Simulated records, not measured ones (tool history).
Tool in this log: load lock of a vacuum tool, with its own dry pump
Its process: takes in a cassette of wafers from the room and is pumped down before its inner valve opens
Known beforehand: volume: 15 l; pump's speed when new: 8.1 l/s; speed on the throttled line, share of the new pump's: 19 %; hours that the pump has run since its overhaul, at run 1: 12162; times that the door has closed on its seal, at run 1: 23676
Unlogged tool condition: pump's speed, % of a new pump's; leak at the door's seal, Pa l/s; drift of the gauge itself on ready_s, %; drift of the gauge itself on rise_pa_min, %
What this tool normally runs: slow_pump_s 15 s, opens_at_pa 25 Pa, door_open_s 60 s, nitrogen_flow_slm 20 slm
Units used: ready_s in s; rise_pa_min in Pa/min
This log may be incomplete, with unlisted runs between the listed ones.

| run | day | slow_pump_s | opens_at_pa | door_open_s | nitrogen_flow_slm | hours that the pump has run since its overhaul | times that the door has closed on its seal | incoming humidity of the room's air, % | ready_s | rise_pa_min |
|---|---|---|---|---|---|---|---|---|---|---|
| 1 | 0.000 | 15 | 25 | 60 | 20 | 12162 | 23676 | 45.7 | 29.8 | 0.186 |
| 2 | 14.217 | 15 | 25 | 60 | 20 | 12503 | 24124 | 46.6 | 30.0 | 0.195 |
|  | 21.442 | dry pump taken out, an overhauled one fitted |
| 3 | 27.417 | 15 | 25 | 60 | 20 | 143 | 24531 | 46.3 | 27.6 | 0.196 |
| 4 | 39.429 | 15 | 25 | 60 | 20 | 432 | 24909 | 44.0 | 27.4 | 0.194 |
| 5 | 54.571 | 15 | 25 | 60 | 20 | 795 | 25385 | 44.2 | 27.6 | 0.202 |
| 6 | 80.383 | 15 | 25 | 60 | 20 | 1415 | 26197 | 45.7 | 27.6 | 0.210 |
| 7 | 103.858 | 15 | 25 | 60 | 20 | 1978 | 26936 | 48.5 | 27.8 | 0.224 |
| 8 | 120.458 | 15 | 25 | 91 | 20 | 2376 | 27458 | 42.2 | 27.7 | 0.229 |
| 9 | 132.321 | 15 | 25 | 60 | 20 | 2661 | 27831 | 48.0 | 27.8 | 0.230 |
| 10 | 148.042 | 15 | 25 | 60 | 20 | 3038 | 28326 | 44.8 | 27.9 | 0.226 |
| 11 | 167.442 | 15 | 25 | 60 | 20 | 3504 | 28936 | 45.2 | 28.0 | 0.239 |
| 12 | 181.421 | 15 | 25 | 60 | 20 | 3840 | 29376 | 46.7 | 28.1 | 0.241 |
| 13 | 195.312 | 15 | 21 | 60 | 20 | 4173 | 29813 | 49.8 | 28.5 | 0.245 |
| 14 | 219.788 | 15 | 25 | 60 | 20 | 4760 | 30583 | 39.6 | 28.2 | 0.256 |
| 15 | 243.004 | 15 | 25 | 60 | 20 | 5318 | 31313 | 44.2 | 28.3 | 0.270 |
| 16 | 265.067 | 15 | 25 | 60 | 20 | 5847 | 32007 | 47.1 | 28.2 | 0.273 |
| 17 | 290.008 | 15 | 25 | 60 | 20 | 6446 | 32792 | 46.2 | 27.9 | 0.272 |
| 18 | 303.896 | 15 | 25 | 60 | 20 | 6779 | 33229 | 43.6 | 28.6 | 0.283 |
| 19 | 328.242 | 15 | 25 | 60 | 20 | 7363 | 33995 | 41.6 | 28.4 | 0.290 |
| 20 | 353.262 | 15 | 25 | 30 | 7 | 7964 | 34782 | 41.9 | 28.6 | 0.306 |
| 21 | 375.117 | 20 | 25 | 30 | 16 | 8488 | 35469 | 47.1 | 32.7 | 0.304 |
| 22 | 386.446 | 20 | 25 | 30 | 16 | 8760 | 35826 | 45.6 | 32.5 | 0.308 |
| 23 | 398.733 | 20 | 25 | 30 | 9 | 9055 | 36212 | 50.1 | 32.7 | 0.328 |
| 24 | 414.338 | 15 | 25 | 135 | 9 | 9430 | 36703 | 46.6 | 28.9 | 0.404 |
| 25 | 426.946 | 15 | 25 | 135 | 42 | 9732 | 37100 | 44.7 | 29.2 | 0.332 |
| 26 | 442.412 | 15 | 25 | 135 | 42 | 10103 | 37586 | 42.5 | 28.7 | 0.336 |
| 27 | 459.558 | 25 | 31 | 175 | 31 | 10515 | 38126 | 48.1 | 36.6 | 0.366 |
| 28 | 480.675 | 25 | 31 | 175 | 31 | 11022 | 38790 | 49.0 | 36.5 | 0.377 |
| 29 | 502.338 | 24 | 25 | 192 | 20 | 11542 | 39472 | 44.7 | 36.4 | 0.407 |
| 30 | 517.000 | 24 | 25 | 192 | 20 | 11893 | 39933 | 48.3 | 36.5 | 0.422 |
| 31 | 539.983 | 24 | 25 | 192 | 20 | 12445 | 40656 | 49.1 | 36.4 | 0.440 |
|  | 550.633 | dry pump taken out, an overhauled one fitted |
| 32 | 558.604 | 12 | 22 | 159 | 43 | 191 | 41234 | 45.2 | 25.2 | 0.390 |
| 33 | 569.071 | 12 | 30 | 159 | 41 | 442 | 41563 | 41.4 | 24.7 | 0.406 |
| 34 | 594.250 | 12 | 30 | 106 | 41 | 1047 | 42355 | 43.8 | 25.1 | 0.411 |
| 35 | 615.212 | 12 | 30 | 106 | 41 | 1550 | 43015 | 45.6 | 25.0 | 0.411 |
|  | 626.362 | door's seal changed, seat wiped |
| 36 | 635.192 | 12 | 30 | 27 | 41 | 2028 | 277 | 42.9 | 25.1 | 0.015 |
| 37 | 654.817 | 26 | 40 | 132 | 5 | 2499 | 895 | 45.6 | 35.6 | 0.133 |

Pick out some run-to-run changes in ready_s. Of each, how much would a tool without hidden state show as well, from the settings, what came in and chance, and how much is left for the hidden state and any gauge scatter not in both results compared?
Run 2 -> 3: dry pump taken out, an overhauled one fitted. ready_s -2.4 s: hidden state -2.4, all else +0.0.
Run 26 -> 27: slow_pump_s 15 -> 25, opens_at_pa 25 -> 31, door_open_s 135 -> 175, nitrogen_flow_slm 42 -> 31. ready_s +7.9 s: hidden state -0.3, all else +8.2.
Run 31 -> 32: slow_pump_s 24 -> 12, opens_at_pa 25 -> 22, door_open_s 192 -> 159, nitrogen_flow_slm 20 -> 43, dry pump taken out, an overhauled one fitted. ready_s -11.2 s: hidden state -1.7, all else -9.5.
Run 36 -> 37: slow_pump_s 12 -> 26, opens_at_pa 30 -> 40, door_open_s 27 -> 132, nitrogen_flow_slm 41 -> 5. ready_s +10.5 s: hidden state -0.1, all else +10.6.
